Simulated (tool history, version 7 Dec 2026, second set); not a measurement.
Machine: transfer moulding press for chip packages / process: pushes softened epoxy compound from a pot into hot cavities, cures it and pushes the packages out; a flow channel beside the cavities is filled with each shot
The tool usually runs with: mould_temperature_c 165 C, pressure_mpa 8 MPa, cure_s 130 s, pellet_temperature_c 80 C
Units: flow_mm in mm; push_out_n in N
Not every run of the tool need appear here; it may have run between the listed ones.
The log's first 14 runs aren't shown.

| run | day | mould_temperature_c | pressure_mpa | cure_s | pellet_temperature_c | hours of work since the mould's thermocouples were calibrated | shots since the plunger's rings were changed | shots since the cavities were cleaned | incoming compound's hours out of the cold store | flow_mm | push_out_n |
|---|---|---|---|---|---|---|---|---|---|---|---|
|  | 15.638 | cavities cleaned with cleaning compound and waxed |
| 15 | 15.708 | 165 | 8 | 130 | 80 | 253 | 4367 | 13 | 32.1 | 568 | 529 |
| 16 | 16.658 | 157 | 6.08 | 130 | 80 | 266 | 4543 | 189 | 14.4 | 563 | 1225 |
|  | 17.717 | plunger's sealing rings changed |
| 17 | 18.038 | 172 | 8 | 130 | 80 | 283 | 59 | 424 | 17.4 | 629 | 611 |
| 18 | 19.017 | 172 | 8.08 | 128 | 77 | 296 | 240 | 605 | 46.5 | 532 | 617 |
| 19 | 20.138 | 160 | 6.01 | 170 | 77 | 311 | 447 | 812 | 27.5 | 539 | 729 |
| 20 | 21.333 | 165 | 8.19 | 155 | 80 | 326 | 668 | 1033 | 40.7 | 561 | 681 |
|  | 22.208 | cavities cleaned with cleaning compound and waxed |
| 21 | 22.517 | 165 | 8.19 | 155 | 80 | 341 | 875 | 57 | 45.9 | 548 | 492 |
| 22 | 23.596 | 165 | 8 | 111 | 80 | 356 | 1074 | 256 | 47.9 | 536 | 797 |
| 23 | 24.204 | 165 | 8 | 111 | 80 | 364 | 1187 | 369 | 36 | 565 | 920 |
| 24 | 25.267 | 165 | 8 | 111 | 80 | 378 | 1384 | 566 | 45.7 | 543 | 917 |
| 25 | 25.917 | 163 | 9.6 | 140 | 79 | 386 | 1504 | 686 | 16.4 | 694 | 789 |
| 26 | 27.1 | 172 | 8.02 | 153 | 81 | 402 | 1722 | 904 | 32 | 567 | 637 |
|  | 27.271 | mould's thermocouples calibrated |
| 27 | 28.108 | 172 | 8.02 | 153 | 81 | 11 | 1893 | 1075 | 21.4 | 599 | 644 |

The next listed run, before its measurement:
|  | 28.721 | cavities cleaned with cleaning compound and waxed |
| 28 | 29.117 | 163 | 8.26 | 164 | 75 | 24 | 2068 | 73 | 20.1 | ? | ? |

flow_mm: 634 mm
push_out_n: 516 N
With the hidden condition absent and the run-to-run variation left alone, this run would have shown flow_mm 651 mm, push_out_n 464 N.

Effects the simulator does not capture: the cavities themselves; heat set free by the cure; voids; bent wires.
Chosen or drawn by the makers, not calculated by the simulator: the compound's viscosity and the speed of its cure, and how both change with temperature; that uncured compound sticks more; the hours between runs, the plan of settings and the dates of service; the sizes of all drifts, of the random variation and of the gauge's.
